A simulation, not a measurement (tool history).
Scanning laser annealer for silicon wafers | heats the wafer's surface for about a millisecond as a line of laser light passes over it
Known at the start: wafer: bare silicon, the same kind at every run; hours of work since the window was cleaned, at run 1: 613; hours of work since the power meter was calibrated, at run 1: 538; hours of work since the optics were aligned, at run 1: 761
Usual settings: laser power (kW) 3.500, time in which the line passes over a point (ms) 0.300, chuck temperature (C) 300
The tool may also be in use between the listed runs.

run    hour  laser power (kW)  time in which the line passes over a point (ms)  chuck temperature (C)  hours of work since the window was cleaned  hours of work since the power meter was calibrated  hours of work since the optics were aligned  highest temperature of the surface (C)
  1     0.0             3.500                                            0.300                    300                                         613                                                 538                                          761                                    1042
  2    47.1             3.500                                            0.300                    300                                         643                                                 568                                          791                                    1041
  3   109.4             3.500                                            0.308                    300                                         683                                                 608                                          831                                    1046
  4   145.1             3.500                                            0.300                    340                                         706                                                 631                                          854                                    1075
      195.1  -- optics aligned, line set to its width
  5   195.1             3.500                                            0.252                    300                                         735                                                 660                                            0                                     969
  6   266.1             3.500                                            0.300                    300                                         780                                                 706                                           46                                    1036
  7   317.4             3.500                                            0.300                    300                                         813                                                 739                                           78                                    1035
  8   386.4             3.183                                            0.300                    300                                         858                                                 783                                          123                                     965
      400.8  -- optics aligned, line set to its width, once more
  9   467.1             3.183                                            0.300                    300                                         906                                                 832                                           43                                     968
 10   549.6             3.511                                            0.300                    300                                         959                                                 885                                           95                                    1038
 11   589.5             3.732                                            0.300                    287                                         985                                                 910                                          121                                    1069
      618.0  -- window over the wafer cleaned
 12   677.9             3.348                                            0.214                    318                                          38                                                 966                                          176                                     916
 13   756.3             3.316                                            0.254                    322                                          89                                                1016                                          227                                     971
 14   812.8             3.670                                            0.250                    334                                         125                                                1052                                          263                                    1044
 15   889.5             3.223                                            0.300                    300                                         174                                                1101                                          312                                     990
 16   939.9             3.223                                            0.300                    300                                         207                                                1134                                          345                                     987
 17   992.9             3.059                                            0.290                    310                                         241                                                1168                                          379                                     956
 18  1040.7             3.360                                            0.298                    300                                         271                                                1198                                          409                                    1014
 19  1122.1             3.360                                            0.298                    300                                         323                                                1251                                          462                                    1016
 20  1189.5             3.802                                            0.300                    276                                         367                                                1294                                          505                                    1083

Hidden state at the last listed run before each entry between runs and at the first one after, where it differs:
Between runs 4 and 5: optics aligned, line set to its width (hour 195.1)
  light that passes the window, % of a clean one's: 98 -> 97.93; laser's true power over the reading, %: -0.23 -> -0.24; width of the line over the set one, %: 1.05 -> 1.37
  measured less the result without the state, highest temperature of the surface (C): -20 -> -20
Between runs 8 and 9: optics aligned, line set to its width, once more (hour 400.8)
  light that passes the window, % of a clean one's: 97.63 -> 97.5; laser's true power over the reading, %: -0.28 -> -0.29; width of the line over the set one, %: 1.5 -> 0.09
  measured less the result without the state, highest temperature of the surface (C): -23 -> -19
Between runs 11 and 12: window over the wafer cleaned (hour 618.0)
  light that passes the window, % of a clean one's: 97.31 -> 99.59; laser's true power over the reading, %: -0.31 -> -0.33; width of the line over the set one, %: 0.18 -> 0.25
  measured less the result without the state, highest temperature of the surface (C): -25 -> -5

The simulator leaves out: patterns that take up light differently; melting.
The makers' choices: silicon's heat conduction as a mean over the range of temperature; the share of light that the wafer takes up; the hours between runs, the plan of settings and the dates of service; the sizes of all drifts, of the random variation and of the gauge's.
